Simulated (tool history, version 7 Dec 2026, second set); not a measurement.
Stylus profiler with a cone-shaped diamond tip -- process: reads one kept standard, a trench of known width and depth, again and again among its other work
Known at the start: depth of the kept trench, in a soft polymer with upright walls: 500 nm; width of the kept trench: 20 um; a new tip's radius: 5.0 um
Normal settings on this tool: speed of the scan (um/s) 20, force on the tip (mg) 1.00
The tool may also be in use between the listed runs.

| run | hour | speed of the scan (um/s) | force on the tip (mg) | depth of the trench (angstrom) | width of the trench's floor (nm) |
|---|---|---|---|---|---|
| 1 | 0.0 | 20 | 1.00 | 5014.6 | 14970 |
| 2 | 91.5 | 20 | 1.00 | 5015.1 | 14970 |
|  | 155.5 | height scale calibrated on a step standard |
| 3 | 195.8 | 34 | 1.00 | 5031.1 | 14910 |
| 4 | 308.7 | 20 | 0.47 | 5017.8 | 14870 |
| 5 | 437.1 | 40 | 0.47 | 5014.8 | 14610 |
| 6 | 559.9 | 40 | 0.47 | 5014.3 | 14610 |

Run 7, settings as shown, results not yet in. Your forecast:
| 7 | 678.6 | 19 | 1.05 | ? | ? |

depth of the trench (angstrom): 5026.4
width of the trench's floor (nm): 14940
Were there no unlogged condition in the tool, this run, its random variation unchanged, would have produced depth of the trench (angstrom) 5029.9, width of the trench's floor (nm) 15520.
